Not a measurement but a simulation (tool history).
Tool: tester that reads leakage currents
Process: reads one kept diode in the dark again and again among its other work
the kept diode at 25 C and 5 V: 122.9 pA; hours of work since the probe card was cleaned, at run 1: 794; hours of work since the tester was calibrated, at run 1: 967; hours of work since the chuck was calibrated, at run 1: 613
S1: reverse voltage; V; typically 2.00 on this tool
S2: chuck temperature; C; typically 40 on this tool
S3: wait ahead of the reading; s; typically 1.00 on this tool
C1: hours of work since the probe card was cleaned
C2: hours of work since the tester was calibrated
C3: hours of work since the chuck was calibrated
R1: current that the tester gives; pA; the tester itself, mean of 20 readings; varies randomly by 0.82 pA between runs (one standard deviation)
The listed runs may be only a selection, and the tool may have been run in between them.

run 1 hour=0.0 | S1=2.00 S2=40 S3=1.00 | C1=794 C2=967 C3=613 | R1=270.64
run 2 hour=185.2 | S1=2.00 S2=40 S3=1.00 | C1=886 C2=1060 C3=706 | R1=272.13
run 3 hour=342.4 | S1=2.00 S2=40 S3=1.00 | C1=965 C2=1138 C3=784 | R1=271.34
run 4 hour=482.7 | S1=2.00 S2=40 S3=1.00 | C1=1034 C2=1208 C3=854 | R1=272.48
run 5 hour=597.9 | S1=2.00 S2=40 S3=1.00 | C1=1092 C2=1265 C3=911 | R1=271.48
-- hour=608.9 probe card cleaned and baked
run 6 hour=789.1 | S1=2.00 S2=40 S3=1.00 | C1=90 C2=1359 C3=1005 | R1=271.10
run 7 hour=875.2 | S1=2.00 S2=40 S3=1.00 | C1=132 C2=1401 C3=1047 | R1=271.22
run 8 hour=968.0 | S1=2.00 S2=40 S3=1.00 | C1=179 C2=1448 C3=1094 | R1=271.00
run 9 hour=1080.1 | S1=2.00 S2=24 S3=1.00 | C1=234 C2=1503 C3=1149 | R1=85.49
run 10 hour=1230.4 | S1=2.00 S2=40 S3=1.91 | C1=309 C2=1578 C3=1224 | R1=272.33
run 11 hour=1318.2 | S1=2.00 S2=40 S3=1.91 | C1=353 C2=1622 C3=1268 | R1=271.08
run 12 hour=1432.8 | S1=2.00 S2=40 S3=1.91 | C1=410 C2=1679 C3=1325 | R1=274.46
run 13 hour=1575.3 | S1=2.75 S2=21 S3=2.35 | C1=481 C2=1750 C3=1396 | R1=74.36
run 14 hour=1687.3 | S1=2.75 S2=21 S3=2.35 | C1=536 C2=1805 C3=1451 | R1=74.65
run 15 hour=1824.7 | S1=2.75 S2=21 S3=2.35 | C1=605 C2=1874 C3=1520 | R1=75.33
run 16 hour=1954.8 | S1=7.86 S2=40 S3=1.97 | C1=669 C2=1938 C3=1584 | R1=419.05
run 17 hour=2062.0 | S1=16.53 S2=44 S3=6.35 | C1=723 C2=1992 C3=1638 | R1=703.33
run 18 hour=2167.3 | S1=16.53 S2=44 S3=6.35 | C1=775 C2=2044 C3=1690 | R1=700.70
run 19 hour=2251.1 | S1=16.53 S2=44 S3=6.35 | C1=817 C2=2086 C3=1732 | R1=705.56
run 20 hour=2428.3 | S1=2.00 S2=32 S3=1.00 | C1=905 C2=2174 C3=1820 | R1=154.55

Forecast each of these 4 alternatives for the next run:
-- hour=2463.8 chuck's temperature calibrated
run A hour=2595.4 | S1=10.46 S2=34 S3=1.00 | C1=987 C2=2256 C3=65 | R1=?
-- hour=2463.8 chuck's temperature calibrated
run B hour=2595.4 | S1=2.00 S2=46 S3=1.58 | C1=987 C2=2256 C3=65 | R1=?
-- hour=2463.8 chuck's temperature calibrated
run C hour=2595.4 | S1=1.10 S2=32 S3=1.00 | C1=987 C2=2256 C3=65 | R1=?
-- hour=2463.8 chuck's temperature calibrated
run D hour=2595.4 | S1=5.35 S2=23 S3=0.47 | C1=987 C2=2256 C3=65 | R1=?

run=A R1=305.69
run=B R1=407.96
run=C R1=127.45
run=D R1=110.16
With the hidden condition removed and each run's random variation left untouched, the same runs would have given:
run=A R1=305.47
run=B R1=407.94
run=C R1=127.43
run=D R1=110.04
